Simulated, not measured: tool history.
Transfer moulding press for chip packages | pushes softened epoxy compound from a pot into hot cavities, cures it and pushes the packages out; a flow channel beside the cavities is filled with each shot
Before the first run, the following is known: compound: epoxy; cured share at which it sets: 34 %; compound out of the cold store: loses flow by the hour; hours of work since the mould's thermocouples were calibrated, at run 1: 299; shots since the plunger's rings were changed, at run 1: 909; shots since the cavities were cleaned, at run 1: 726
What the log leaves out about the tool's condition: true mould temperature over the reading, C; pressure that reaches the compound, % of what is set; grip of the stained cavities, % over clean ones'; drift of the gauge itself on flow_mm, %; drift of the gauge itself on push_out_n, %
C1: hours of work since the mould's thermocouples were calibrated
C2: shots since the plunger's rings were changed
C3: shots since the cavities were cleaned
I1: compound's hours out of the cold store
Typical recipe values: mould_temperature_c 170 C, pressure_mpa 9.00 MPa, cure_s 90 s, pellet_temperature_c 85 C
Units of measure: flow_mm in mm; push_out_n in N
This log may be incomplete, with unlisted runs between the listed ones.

{"run": 1, "day": 0.0, "mould_temperature_c": 170, "pressure_mpa": 9.0, "cure_s": 90, "pellet_temperature_c": 85, "C1": 299, "C2": 909, "C3": 726, "I1": 32.1, "flow_mm": 924, "push_out_n": 717}
{"day": 0.212, "done": "cavities cleaned with cleaning compound and waxed"}
{"run": 2, "day": 1.662, "mould_temperature_c": 170, "pressure_mpa": 9.0, "cure_s": 90, "pellet_temperature_c": 85, "C1": 328, "C2": 1465, "C3": 504, "I1": 44.6, "flow_mm": 855, "push_out_n": 655}
{"day": 2.404, "done": "cavities cleaned with cleaning compound and waxed"}
{"run": 3, "day": 4.1, "mould_temperature_c": 170, "pressure_mpa": 9.0, "cure_s": 90, "pellet_temperature_c": 85, "C1": 372, "C2": 2292, "C3": 591, "I1": 23.5, "flow_mm": 956, "push_out_n": 691}
{"day": 4.679, "done": "cavities cleaned with cleaning compound and waxed"}
{"run": 4, "day": 5.45, "mould_temperature_c": 170, "pressure_mpa": 9.0, "cure_s": 90, "pellet_temperature_c": 85, "C1": 396, "C2": 2739, "C3": 267, "I1": 24.7, "flow_mm": 949, "push_out_n": 579}
{"run": 5, "day": 6.638, "mould_temperature_c": 167, "pressure_mpa": 9.0, "cure_s": 90, "pellet_temperature_c": 85, "C1": 418, "C2": 3153, "C3": 681, "I1": 45.6, "flow_mm": 849, "push_out_n": 791}
{"day": 6.962, "done": "cavities cleaned with cleaning compound and waxed"}
{"run": 6, "day": 8.004, "mould_temperature_c": 170, "pressure_mpa": 7.0, "cure_s": 90, "pellet_temperature_c": 85, "C1": 442, "C2": 3607, "C3": 364, "I1": 18.3, "flow_mm": 861, "push_out_n": 645}
{"day": 9.267, "done": "cavities cleaned with cleaning compound and waxed"}
{"run": 7, "day": 9.646, "mould_temperature_c": 170, "pressure_mpa": 7.0, "cure_s": 90, "pellet_temperature_c": 85, "C1": 471, "C2": 4155, "C3": 130, "I1": 42.8, "flow_mm": 740, "push_out_n": 472}
{"day": 11.458, "done": "cavities cleaned with cleaning compound and waxed"}
{"run": 8, "day": 12.154, "mould_temperature_c": 170, "pressure_mpa": 7.0, "cure_s": 90, "pellet_temperature_c": 85, "C1": 516, "C2": 5007, "C3": 242, "I1": 17.1, "flow_mm": 850, "push_out_n": 588}
{"day": 13.279, "done": "plunger's sealing rings changed"}
{"day": 13.762, "done": "cavities cleaned with cleaning compound and waxed"}
{"run": 9, "day": 14.692, "mould_temperature_c": 170, "pressure_mpa": 9.0, "cure_s": 90, "pellet_temperature_c": 85, "C1": 560, "C2": 470, "C3": 324, "I1": 40.0, "flow_mm": 901, "push_out_n": 598}
{"day": 16.033, "done": "cavities cleaned with cleaning compound and waxed"}
{"run": 10, "day": 16.35, "mould_temperature_c": 170, "pressure_mpa": 9.0, "cure_s": 90, "pellet_temperature_c": 83, "C1": 589, "C2": 1025, "C3": 110, "I1": 37.7, "flow_mm": 900, "push_out_n": 460}
{"day": 18.271, "done": "cavities cleaned with cleaning compound and waxed"}
{"run": 11, "day": 18.808, "mould_temperature_c": 170, "pressure_mpa": 9.0, "cure_s": 90, "pellet_temperature_c": 83, "C1": 633, "C2": 1859, "C3": 187, "I1": 8.6, "flow_mm": 1048, "push_out_n": 573}
{"day": 20.429, "done": "cavities cleaned with cleaning compound and waxed"}
{"run": 12, "day": 20.629, "mould_temperature_c": 170, "pressure_mpa": 8.08, "cure_s": 90, "pellet_temperature_c": 83, "C1": 666, "C2": 2471, "C3": 70, "I1": 8.8, "flow_mm": 986, "push_out_n": 437}
{"day": 22.617, "done": "cavities cleaned with cleaning compound and waxed"}
{"run": 13, "day": 22.804, "mould_temperature_c": 170, "pressure_mpa": 8.08, "cure_s": 90, "pellet_temperature_c": 83, "C1": 705, "C2": 3205, "C3": 64, "I1": 31.0, "flow_mm": 866, "push_out_n": 443}
{"day": 24.625, "done": "mould's thermocouples calibrated"}
{"run": 14, "day": 24.779, "mould_temperature_c": 162, "pressure_mpa": 9.0, "cure_s": 127, "pellet_temperature_c": 85, "C1": 3, "C2": 3864, "C3": 723, "I1": 10.8, "flow_mm": 1031, "push_out_n": 667}
{"day": 24.992, "done": "cavities cleaned with cleaning compound and waxed"}
{"run": 15, "day": 26.054, "mould_temperature_c": 162, "pressure_mpa": 9.0, "cure_s": 72, "pellet_temperature_c": 95, "C1": 25, "C2": 4286, "C3": 370, "I1": 24.7, "flow_mm": 946, "push_out_n": 1567}
{"day": 27.346, "done": "cavities cleaned with cleaning compound and waxed"}
{"run": 16, "day": 28.233, "mould_temperature_c": 171, "pressure_mpa": 10.25, "cure_s": 119, "pellet_temperature_c": 84, "C1": 64, "C2": 5022, "C3": 308, "I1": 24.0, "flow_mm": 984, "push_out_n": 496}
{"day": 29.208, "done": "plunger's sealing rings changed"}
{"day": 29.621, "done": "cavities cleaned with cleaning compound and waxed"}
{"run": 17, "day": 30.508, "mould_temperature_c": 166, "pressure_mpa": 9.0, "cure_s": 90, "pellet_temperature_c": 95, "C1": 103, "C2": 430, "C3": 308, "I1": 23.6, "flow_mm": 981, "push_out_n": 710}
{"day": 31.904, "done": "cavities cleaned with cleaning compound and waxed"}
{"run": 18, "day": 32.412, "mould_temperature_c": 166, "pressure_mpa": 9.0, "cure_s": 90, "pellet_temperature_c": 95, "C1": 137, "C2": 1072, "C3": 178, "I1": 40.8, "flow_mm": 883, "push_out_n": 584}
{"day": 34.079, "done": "cavities cleaned with cleaning compound and waxed"}
{"run": 19, "day": 34.192, "mould_temperature_c": 166, "pressure_mpa": 9.0, "cure_s": 90, "pellet_temperature_c": 95, "C1": 169, "C2": 1668, "C3": 39, "I1": 14.5, "flow_mm": 1019, "push_out_n": 474}
{"day": 36.392, "done": "cavities cleaned with cleaning compound and waxed"}
{"run": 20, "day": 36.621, "mould_temperature_c": 163, "pressure_mpa": 9.0, "cure_s": 90, "pellet_temperature_c": 79, "C1": 212, "C2": 2493, "C3": 81, "I1": 37.8, "flow_mm": 895, "push_out_n": 638}
{"run": 21, "day": 38.021, "mould_temperature_c": 174, "pressure_mpa": 9.3, "cure_s": 94, "pellet_temperature_c": 85, "C1": 238, "C2": 2979, "C3": 567, "I1": 25.4, "flow_mm": 948, "push_out_n": 607}
{"day": 38.596, "done": "cavities cleaned with cleaning compound and waxed"}
{"run": 22, "day": 40.271, "mould_temperature_c": 170, "pressure_mpa": 9.0, "cure_s": 89, "pellet_temperature_c": 93, "C1": 278, "C2": 3740, "C3": 583, "I1": 16.8, "flow_mm": 980, "push_out_n": 711}
{"day": 40.942, "done": "cavities cleaned with cleaning compound and waxed"}
{"run": 23, "day": 41.942, "mould_temperature_c": 173, "pressure_mpa": 10.32, "cure_s": 89, "pellet_temperature_c": 94, "C1": 308, "C2": 4300, "C3": 348, "I1": 32.4, "flow_mm": 950, "push_out_n": 559}
{"day": 43.175, "done": "cavities cleaned with cleaning compound and waxed"}
{"run": 24, "day": 44.267, "mould_temperature_c": 177, "pressure_mpa": 8.32, "cure_s": 90, "pellet_temperature_c": 85, "C1": 350, "C2": 5087, "C3": 380, "I1": 9.2, "flow_mm": 955, "push_out_n": 532}
{"day": 45.117, "done": "plunger's sealing rings changed"}
{"day": 45.467, "done": "cavities cleaned with cleaning compound and waxed"}
{"run": 25, "day": 46.662, "mould_temperature_c": 177, "pressure_mpa": 8.32, "cure_s": 90, "pellet_temperature_c": 85, "C1": 391, "C2": 517, "C3": 417, "I1": 21.8, "flow_mm": 933, "push_out_n": 534}

Alternative continuations, all from the tool just after run 25; predict every row:
{"day": 47.662, "done": "cavities cleaned with cleaning compound and waxed"}
{"run": "A", "day": 49.212, "mould_temperature_c": 167, "pressure_mpa": 8.69, "cure_s": 90, "pellet_temperature_c": 89, "C1": 437, "C2": 1382, "C3": 540, "I1": 40.8, "flow_mm": "?", "push_out_n": "?"}
{"day": 47.662, "done": "cavities cleaned with cleaning compound and waxed"}
{"run": "B", "day": 49.212, "mould_temperature_c": 170, "pressure_mpa": 9.09, "cure_s": 111, "pellet_temperature_c": 94, "C1": 437, "C2": 1382, "C3": 540, "I1": 9.5, "flow_mm": "?", "push_out_n": "?"}
{"day": 47.662, "done": "cavities cleaned with cleaning compound and waxed"}
{"run": "C", "day": 49.212, "mould_temperature_c": 177, "pressure_mpa": 8.32, "cure_s": 99, "pellet_temperature_c": 81, "C1": 437, "C2": 1382, "C3": 540, "I1": 12.8, "flow_mm": "?", "push_out_n": "?"}
{"day": 47.662, "done": "cavities cleaned with cleaning compound and waxed"}
{"run": "D", "day": 49.212, "mould_temperature_c": 164, "pressure_mpa": 8.32, "cure_s": 72, "pellet_temperature_c": 89, "C1": 437, "C2": 1382, "C3": 540, "I1": 8.4, "flow_mm": "?", "push_out_n": "?"}

run=A flow_mm=862 push_out_n=753
run=B flow_mm=1053 push_out_n=591
run=C flow_mm=975 push_out_n=581
run=D flow_mm=1028 push_out_n=1658
Without the tool's unlogged condition, the same runs would have read:
run=A flow_mm=874 push_out_n=386
run=B flow_mm=1068 push_out_n=314
run=C flow_mm=989 push_out_n=305
run=D flow_mm=1041 push_out_n=842
